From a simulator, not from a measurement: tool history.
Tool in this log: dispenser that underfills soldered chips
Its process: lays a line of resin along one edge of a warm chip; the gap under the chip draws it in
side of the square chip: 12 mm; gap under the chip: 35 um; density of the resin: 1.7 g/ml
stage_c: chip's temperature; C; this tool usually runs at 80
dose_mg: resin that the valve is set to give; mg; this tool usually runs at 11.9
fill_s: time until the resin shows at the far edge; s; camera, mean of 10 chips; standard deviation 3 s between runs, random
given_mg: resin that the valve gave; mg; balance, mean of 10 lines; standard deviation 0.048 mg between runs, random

Run 1, hour 0.0: usual settings. Result: fill_s 358.5 s, given_mg 11.81 mg.
Run 2, hour 3.3: usual settings. Result: fill_s 432.4 s, given_mg 11.79 mg.
Run 3, hour 7.4: usual settings. Result: fill_s 522.8 s, given_mg 11.77 mg.
At hour 11.1: new syringe of resin.
Run 4, hour 12.6: usual settings but stage_c 69 C. Result: fill_s 554.5 s, given_mg 11.68 mg.
Run 5, hour 15.1: usual settings but stage_c 69 C. Result: fill_s 642.3 s, given_mg 11.75 mg.
Run 6, hour 18.9: usual settings but stage_c 69 C, dose_mg 10.6 mg. Result: fill_s 784.0 s, given_mg 10.45 mg.
Run 7, hour 21.3: usual settings but stage_c 82 C. Result: fill_s 467.7 s, given_mg 11.67 mg.
At hour 26.0: new syringe of resin.
Run 8, hour 26.5: usual settings but stage_c 81 C, dose_mg 13.3 mg. Result: fill_s 296.8 s, given_mg 13.03 mg.
Run 9, hour 31.6: usual settings but stage_c 81 C, dose_mg 13.3 mg. Result: fill_s 380.5 s, given_mg 12.90 mg.
Run 10, hour 36.7: usual settings but stage_c 79 C, dose_mg 12.5 mg. Result: fill_s 552.3 s, given_mg 12.17 mg.
Run 11, hour 39.2: usual settings but stage_c 79 C, dose_mg 12.5 mg. Result: fill_s 627.5 s, given_mg 12.19 mg.
At hour 40.6: new syringe of resin.
Run 12, hour 42.9: usual settings but stage_c 69 C, dose_mg 10.9 mg. Result: fill_s 603.2 s, given_mg 10.54 mg.
Run 13, hour 46.2: usual settings but stage_c 69 C, dose_mg 10.9 mg. Result: fill_s 714.5 s, given_mg 10.63 mg.
Run 14, hour 50.5: usual settings but stage_c 71 C, dose_mg 11.6 mg. Result: fill_s 777.0 s, given_mg 11.19 mg.

Each row is a separate what-if for the run after 14, all from the same tool condition, not one after another. Results?
Run A, hour 53.8: usual settings but stage_c 70 C, dose_mg 13.3 mg. Result: fill_s ?, given_mg ?.
Run B, hour 53.8: usual settings but stage_c 69 C, dose_mg 10.5 mg. Result: fill_s ?, given_mg ?.
Run C, hour 53.8: usual settings but stage_c 71 C, dose_mg 10.8 mg. Result: fill_s ?, given_mg ?.
Run D, hour 53.8: usual settings but stage_c 88 C, dose_mg 15.1 mg. Result: fill_s ?, given_mg ?.

run  fill_s  given_mg
  A   948.1     12.88
  B  1073.8     10.17
  C   919.6     10.47
  D   399.0     14.69
Without the tool's unlogged condition, the same runs would have read:
run  fill_s  given_mg
  A   473.2     13.33
  B   531.5     10.52
  C   455.7     10.83
  D   199.9     15.19

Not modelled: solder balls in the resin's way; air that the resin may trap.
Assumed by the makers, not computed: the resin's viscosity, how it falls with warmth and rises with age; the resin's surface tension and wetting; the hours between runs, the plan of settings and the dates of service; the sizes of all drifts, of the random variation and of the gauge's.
